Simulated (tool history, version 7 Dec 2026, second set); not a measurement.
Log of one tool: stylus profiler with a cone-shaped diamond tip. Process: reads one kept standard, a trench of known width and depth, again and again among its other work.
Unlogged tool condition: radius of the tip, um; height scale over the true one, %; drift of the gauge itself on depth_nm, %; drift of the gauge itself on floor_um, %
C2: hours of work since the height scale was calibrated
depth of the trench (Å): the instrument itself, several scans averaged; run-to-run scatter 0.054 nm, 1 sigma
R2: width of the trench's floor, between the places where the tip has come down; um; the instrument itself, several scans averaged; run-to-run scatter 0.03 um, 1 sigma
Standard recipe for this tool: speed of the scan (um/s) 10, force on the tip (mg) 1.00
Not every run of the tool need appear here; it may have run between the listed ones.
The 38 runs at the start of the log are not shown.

Run 39, hour 2298.5: usual settings but speed of the scan (um/s) 31, force on the tip (mg) 2.41; scans with this tip 2644; C2 384. Result: depth of the trench (Å) 2009.1, R2 16.82 um.
Run 40, hour 2345.3: usual settings but speed of the scan (um/s) 18, force on the tip (mg) 2.41; scans with this tip 2860; C2 416. Result: depth of the trench (Å) 2009.1, R2 16.81 um.
Run 41, hour 2382.7: usual settings but speed of the scan (um/s) 18, force on the tip (mg) 2.41; scans with this tip 3034; C2 441. Result: depth of the trench (Å) 2008.9, R2 16.74 um.
Run 42, hour 2433.8: usual settings but speed of the scan (um/s) 4, force on the tip (mg) 1.42; scans with this tip 3270; C2 475. Result: depth of the trench (Å) 2005.6, R2 16.78 um.
Run 43, hour 2495.8: usual settings but speed of the scan (um/s) 4, force on the tip (mg) 1.42; scans with this tip 3557; C2 517. Result: depth of the trench (Å) 2004.5, R2 16.79 um.
Run 44, hour 2568.1: usual settings but speed of the scan (um/s) 37, force on the tip (mg) 0.40; scans with this tip 3891; C2 566. Result: depth of the trench (Å) 2000.1, R2 16.52 um.
Run 45, hour 2634.8: usual settings but speed of the scan (um/s) 12, force on the tip (mg) 0.40; scans with this tip 4200; C2 611. Result: depth of the trench (Å) 2000.4, R2 16.59 um.
Run 46, hour 2709.7: usual settings but speed of the scan (um/s) 30, force on the tip (mg) 0.61; scans with this tip 4546; C2 661. Result: depth of the trench (Å) 2000.6, R2 16.48 um.

Branching from run 46: 3 alternative next runs. What would each branch give?
Run A, hour 2782.4: usual settings but speed of the scan (um/s) 6, force on the tip (mg) 1.67; scans with this tip 4883; C2 710. Result: depth of the trench (Å) ?, R2 ?.
Run B, hour 2782.4: usual settings but speed of the scan (um/s) 5; scans with this tip 4883; C2 710. Result: depth of the trench (Å) ?, R2 ?.
Run C, hour 2782.4: usual settings but speed of the scan (um/s) 6, force on the tip (mg) 0.39; scans with this tip 4883; C2 710. Result: depth of the trench (Å) ?, R2 ?.

run  depth of the trench (Å)     R2
  A                   2005.0  16.59
  B                   2002.9  16.57
  C                   2000.6  16.57
Without the tool's hidden state the same runs would have given:
run  depth of the trench (Å)     R2
  A                   2008.7  17.21
  B                   2006.7  17.20
  C                   2004.4  17.20
